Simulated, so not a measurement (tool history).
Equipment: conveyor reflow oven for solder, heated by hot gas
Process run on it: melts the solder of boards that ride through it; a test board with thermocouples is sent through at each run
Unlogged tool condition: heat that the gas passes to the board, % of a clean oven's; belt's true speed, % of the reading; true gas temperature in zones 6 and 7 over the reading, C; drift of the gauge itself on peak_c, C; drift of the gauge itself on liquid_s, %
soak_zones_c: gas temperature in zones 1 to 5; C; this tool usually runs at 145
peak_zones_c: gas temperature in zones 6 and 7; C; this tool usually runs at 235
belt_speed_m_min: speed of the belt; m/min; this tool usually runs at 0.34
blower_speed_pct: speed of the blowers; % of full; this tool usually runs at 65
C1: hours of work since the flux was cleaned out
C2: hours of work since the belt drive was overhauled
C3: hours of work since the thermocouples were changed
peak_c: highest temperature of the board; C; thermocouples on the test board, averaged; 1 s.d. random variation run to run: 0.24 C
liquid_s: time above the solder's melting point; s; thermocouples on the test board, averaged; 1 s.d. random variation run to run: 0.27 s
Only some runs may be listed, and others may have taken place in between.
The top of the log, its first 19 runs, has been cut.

{"run": 20, "day": 8.646, "soak_zones_c": 144, "peak_zones_c": 244, "belt_speed_m_min": 0.401, "blower_speed_pct": 54, "C1": 25, "C2": 540, "C3": 1027, "peak_c": 213.4, "liquid_s": 64.2}
{"run": 21, "day": 9.025, "soak_zones_c": 144, "peak_zones_c": 244, "belt_speed_m_min": 0.401, "blower_speed_pct": 54, "C1": 31, "C2": 547, "C3": 1034, "peak_c": 213.4, "liquid_s": 64.4}
{"run": 22, "day": 9.5, "soak_zones_c": 149, "peak_zones_c": 228, "belt_speed_m_min": 0.282, "blower_speed_pct": 54, "C1": 40, "C2": 555, "C3": 1042, "peak_c": 212.9, "liquid_s": 98}
{"run": 23, "day": 9.946, "soak_zones_c": 149, "peak_zones_c": 226, "belt_speed_m_min": 0.405, "blower_speed_pct": 57, "C1": 48, "C2": 563, "C3": 1050, "peak_c": 200.6, "liquid_s": 49.8}
{"run": 24, "day": 10.367, "soak_zones_c": 149, "peak_zones_c": 226, "belt_speed_m_min": 0.405, "blower_speed_pct": 57, "C1": 55, "C2": 571, "C3": 1057, "peak_c": 201, "liquid_s": 49.9}
{"run": 25, "day": 10.921, "soak_zones_c": 151, "peak_zones_c": 234, "belt_speed_m_min": 0.353, "blower_speed_pct": 70, "C1": 65, "C2": 581, "C3": 1067, "peak_c": 215.3, "liquid_s": 81.3}
{"run": 26, "day": 11.208, "soak_zones_c": 144, "peak_zones_c": 235, "belt_speed_m_min": 0.34, "blower_speed_pct": 65, "C1": 70, "C2": 586, "C3": 1072, "peak_c": 214.2, "liquid_s": 79.4}
{"day": 11.583, "done": "thermocouples of zones 6 and 7 changed"}
{"run": 27, "day": 11.721, "soak_zones_c": 145, "peak_zones_c": 235, "belt_speed_m_min": 0.34, "blower_speed_pct": 90, "C1": 78, "C2": 593, "C3": 2, "peak_c": 222.4, "liquid_s": 88.5}
{"run": 28, "day": 12.054, "soak_zones_c": 145, "peak_zones_c": 235, "belt_speed_m_min": 0.34, "blower_speed_pct": 90, "C1": 84, "C2": 599, "C3": 8, "peak_c": 221.4, "liquid_s": 88.8}
{"run": 29, "day": 12.646, "soak_zones_c": 145, "peak_zones_c": 235, "belt_speed_m_min": 0.34, "blower_speed_pct": 55, "C1": 94, "C2": 610, "C3": 19, "peak_c": 215.2, "liquid_s": 80.2}
{"run": 30, "day": 13.212, "soak_zones_c": 145, "peak_zones_c": 242, "belt_speed_m_min": 0.282, "blower_speed_pct": 65, "C1": 104, "C2": 620, "C3": 29, "peak_c": 228.8, "liquid_s": 113.9}

Each row is a separate what-if for the run after 30, all from the same tool condition, not one after another. Results?
{"run": "A", "day": 13.654, "soak_zones_c": 157, "peak_zones_c": 242, "belt_speed_m_min": 0.323, "blower_speed_pct": 65, "C1": 112, "C2": 628, "C3": 37, "peak_c": "?", "liquid_s": "?"}
{"run": "B", "day": 13.654, "soak_zones_c": 145, "peak_zones_c": 242, "belt_speed_m_min": 0.387, "blower_speed_pct": 65, "C1": 112, "C2": 628, "C3": 37, "peak_c": "?", "liquid_s": "?"}
{"run": "C", "day": 13.654, "soak_zones_c": 131, "peak_zones_c": 235, "belt_speed_m_min": 0.313, "blower_speed_pct": 65, "C1": 112, "C2": 628, "C3": 37, "peak_c": "?", "liquid_s": "?"}

run=A peak_c=227.4 liquid_s=104.9
run=B peak_c=218.5 liquid_s=73.4
run=C peak_c=217.3 liquid_s=83.4
With no hidden state in the tool, these same runs would have given:
run=A peak_c=228.1 liquid_s=104.2
run=B peak_c=219.5 liquid_s=73.6
run=C peak_c=218.2 liquid_s=83.6
